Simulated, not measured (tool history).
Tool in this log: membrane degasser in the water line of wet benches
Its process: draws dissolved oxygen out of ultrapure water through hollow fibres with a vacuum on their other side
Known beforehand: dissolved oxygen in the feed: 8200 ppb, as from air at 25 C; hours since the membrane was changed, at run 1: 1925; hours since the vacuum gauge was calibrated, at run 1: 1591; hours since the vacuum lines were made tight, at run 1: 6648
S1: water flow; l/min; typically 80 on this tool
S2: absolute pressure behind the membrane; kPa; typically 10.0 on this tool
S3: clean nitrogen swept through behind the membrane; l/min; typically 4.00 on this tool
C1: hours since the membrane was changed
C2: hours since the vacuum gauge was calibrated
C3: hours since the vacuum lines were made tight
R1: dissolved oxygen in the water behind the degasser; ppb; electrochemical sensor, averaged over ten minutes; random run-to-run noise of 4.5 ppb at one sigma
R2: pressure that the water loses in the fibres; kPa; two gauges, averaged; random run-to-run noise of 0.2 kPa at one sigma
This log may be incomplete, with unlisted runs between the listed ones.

| run | hour | S1 | S2 | S3 | C1 | C2 | C3 | R1 | R2 |
|---|---|---|---|---|---|---|---|---|---|
| 1 | 0.0 | 80 | 10.0 | 4.00 | 1925 | 1591 | 6648 | 460.5 | 44.31 |
| 2 | 61.1 | 80 | 10.0 | 4.00 | 1987 | 1653 | 6709 | 458.5 | 44.48 |
| 3 | 90.9 | 80 | 10.0 | 4.00 | 2016 | 1682 | 6739 | 462.6 | 44.25 |
| 4 | 128.1 | 80 | 10.0 | 4.00 | 2053 | 1719 | 6776 | 455.7 | 44.52 |
| 5 | 174.7 | 80 | 10.0 | 4.00 | 2100 | 1766 | 6822 | 462.9 | 44.45 |
| 6 | 205.3 | 64 | 10.0 | 4.00 | 2131 | 1797 | 6853 | 318.9 | 35.34 |
| 7 | 240.8 | 64 | 10.0 | 2.12 | 2166 | 1832 | 6888 | 493.4 | 35.50 |
| 8 | 287.8 | 67 | 10.0 | 4.00 | 2213 | 1879 | 6935 | 348.5 | 37.19 |
| 9 | 354.9 | 80 | 10.0 | 3.32 | 2280 | 1946 | 7003 | 511.1 | 44.73 |
| 10 | 399.1 | 80 | 10.0 | 3.32 | 2324 | 1990 | 7047 | 514.3 | 44.27 |
| 11 | 442.9 | 80 | 10.0 | 3.32 | 2368 | 2034 | 7091 | 514.1 | 44.33 |
| 12 | 481.1 | 80 | 10.0 | 4.00 | 2407 | 2073 | 7129 | 459.3 | 44.44 |
| 13 | 516.0 | 66 | 10.0 | 4.00 | 2441 | 2107 | 7164 | 335.3 | 36.60 |
| 14 | 557.0 | 80 | 10.0 | 4.00 | 2482 | 2148 | 7205 | 467.8 | 44.41 |
| 15 | 586.0 | 80 | 10.0 | 3.94 | 2511 | 2177 | 7234 | 470.8 | 44.79 |
| 16 | 626.1 | 80 | 16.6 | 4.00 | 2552 | 2217 | 7274 | 712.5 | 44.25 |
| 17 | 661.2 | 80 | 16.6 | 4.00 | 2587 | 2253 | 7309 | 722.6 | 44.19 |
| 18 | 695.7 | 62 | 6.0 | 4.00 | 2621 | 2287 | 7343 | 174.7 | 34.66 |
| 19 | 725.4 | 78 | 22.6 | 4.00 | 2651 | 2317 | 7373 | 907.0 | 43.32 |
| 20 | 753.4 | 120 | 9.6 | 2.31 | 2679 | 2345 | 7401 | 1042.4 | 66.49 |
| 21 | 790.1 | 50 | 16.1 | 4.00 | 2715 | 2381 | 7438 | 393.0 | 27.69 |
| 22 | 834.0 | 109 | 11.3 | 8.36 | 2759 | 2425 | 7482 | 643.9 | 61.00 |
| 23 | 887.2 | 48 | 11.3 | 8.36 | 2813 | 2479 | 7535 | 137.0 | 26.73 |
| 24 | 918.8 | 75 | 7.4 | 4.58 | 2844 | 2510 | 7566 | 301.5 | 41.70 |
| 25 | 959.4 | 75 | 7.4 | 4.58 | 2885 | 2551 | 7607 | 296.6 | 41.87 |
| 26 | 1008.0 | 80 | 9.5 | 3.31 | 2933 | 2599 | 7656 | 495.1 | 44.72 |
| 27 | 1063.3 | 105 | 10.0 | 10.71 | 2989 | 2655 | 7711 | 533.4 | 58.51 |
| 28 | 1091.4 | 106 | 10.0 | 2.13 | 3017 | 2683 | 7739 | 942.1 | 59.74 |
| 29 | 1130.3 | 106 | 6.2 | 3.82 | 3056 | 2722 | 7778 | 548.9 | 59.09 |
| 30 | 1160.6 | 83 | 7.8 | 3.00 | 3086 | 2752 | 7808 | 453.7 | 46.51 |
| 31 | 1216.9 | 83 | 7.8 | 3.00 | 3142 | 2808 | 7865 | 458.6 | 46.39 |
| 32 | 1250.7 | 83 | 7.8 | 3.00 | 3176 | 2842 | 7898 | 452.9 | 46.42 |

How would selected steps in R1 from run to run divide? Give the signed amount a tool lacking its hidden state would still show from settings, what came in and random variation, and the signed amount left for the hidden state, including any gauge scatter that is not in both of the compared results.
The tool's hidden condition here consists of: membrane still open, %; true pressure behind the membrane over the reading, kPa; air that leaks in behind the membrane, l/min; drift of the gauge itself on oxygen_ppb, %; drift of the gauge itself on loss_of_pressure_kpa, %.
Run 17 -> 18: S1 80 -> 62, S2 16.6 -> 6.0. R1 -547.9 ppb: hidden state -3.7, all else -544.2.
Run 18 -> 19: S1 62 -> 78, S2 6.0 -> 22.6. R1 +732.3 ppb: hidden state +3.6, all else +728.7.
Run 20 -> 21: S1 120 -> 50, S2 9.6 -> 16.1, S3 2.31 -> 4.00. R1 -649.4 ppb: hidden state -13.7, all else -635.7.
Run 21 -> 22: S1 50 -> 109, S2 16.1 -> 11.3, S3 4.00 -> 8.36. R1 +250.9 ppb: hidden state +10.1, all else +240.8.
Run 22 -> 23: S1 109 -> 48. R1 -506.9 ppb: hidden state -12.2, all else -494.7.

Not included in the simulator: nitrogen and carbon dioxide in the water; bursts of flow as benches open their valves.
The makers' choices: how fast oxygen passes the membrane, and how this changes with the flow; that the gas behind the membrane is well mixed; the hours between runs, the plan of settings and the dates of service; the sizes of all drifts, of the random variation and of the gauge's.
